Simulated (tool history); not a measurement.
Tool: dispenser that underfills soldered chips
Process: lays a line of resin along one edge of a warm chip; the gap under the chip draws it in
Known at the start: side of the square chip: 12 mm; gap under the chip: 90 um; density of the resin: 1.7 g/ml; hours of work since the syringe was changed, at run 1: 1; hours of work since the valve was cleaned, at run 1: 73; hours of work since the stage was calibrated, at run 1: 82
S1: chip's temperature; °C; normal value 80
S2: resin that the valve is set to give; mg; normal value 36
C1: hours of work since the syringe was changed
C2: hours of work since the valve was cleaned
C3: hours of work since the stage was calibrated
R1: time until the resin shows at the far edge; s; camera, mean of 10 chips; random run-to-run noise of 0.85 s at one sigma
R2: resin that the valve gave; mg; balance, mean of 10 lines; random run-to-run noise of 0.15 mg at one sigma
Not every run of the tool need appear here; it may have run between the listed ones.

run,hour,S1,S2,C1,C2,C3,R1,R2
1,0,80,36,1,73,82,80.7,34.5
2,5.7,80,43.6,5,76,85,91.1,41.78
# hour 10.8: new syringe of resin
3,13.5,80,43.6,2,81,90,83.4,41.79
4,18,80,36,4,83,92,92.9,34.68
5,22.4,80,36.8,7,86,95,100.8,34.99
# hour 23.1: new syringe of resin
6,28.4,80,36.8,3,89,98,87.1,35.36
7,32.3,80,36,6,92,101,95.6,34.41
# hour 35.4: new syringe of resin
8,41.3,80,36,4,97,106,88.7,34.35
9,44.9,80,36,6,99,108,95.2,34.15
# hour 47.9: new syringe of resin
10,51,80,36,2,103,112,82,34.24
11,58.7,80,36,6,107,116,97,34.17
# hour 60.4: new syringe of resin
12,63.2,88,39.1,2,110,119,57.6,36.63
13,68.4,75,38.5,5,113,122,114.9,36.36
# hour 72.9: new syringe of resin
14,74,92,36.4,1,116,125,45.6,34.26
15,82.3,82,41.5,6,121,130,84.7,39.03
# hour 85.4: new syringe of resin
16,91.3,82,35.7,4,127,135,81.4,33.39
17,96.7,91,44.4,7,130,139,59.3,41.13

3 options for the next run, each taken on its own from the tool as it stands now. Forecast them:
# hour 97.7: new syringe of resin
A,102.7,74,44.4,3,133,142,?,?
# hour 97.7: new syringe of resin
B,102.7,88,33.7,3,133,142,?,?
# hour 97.7: new syringe of resin
C,102.7,92,45.4,3,133,142,?,?

run,R1,R2
A,108.2,41.44
B,58.5,31.25
C,47.6,42.35
What these runs would have given with no unlogged condition in the tool:
run,R1,R2
A,103.7,44.38
B,55.3,33.47
C,45.4,45.36

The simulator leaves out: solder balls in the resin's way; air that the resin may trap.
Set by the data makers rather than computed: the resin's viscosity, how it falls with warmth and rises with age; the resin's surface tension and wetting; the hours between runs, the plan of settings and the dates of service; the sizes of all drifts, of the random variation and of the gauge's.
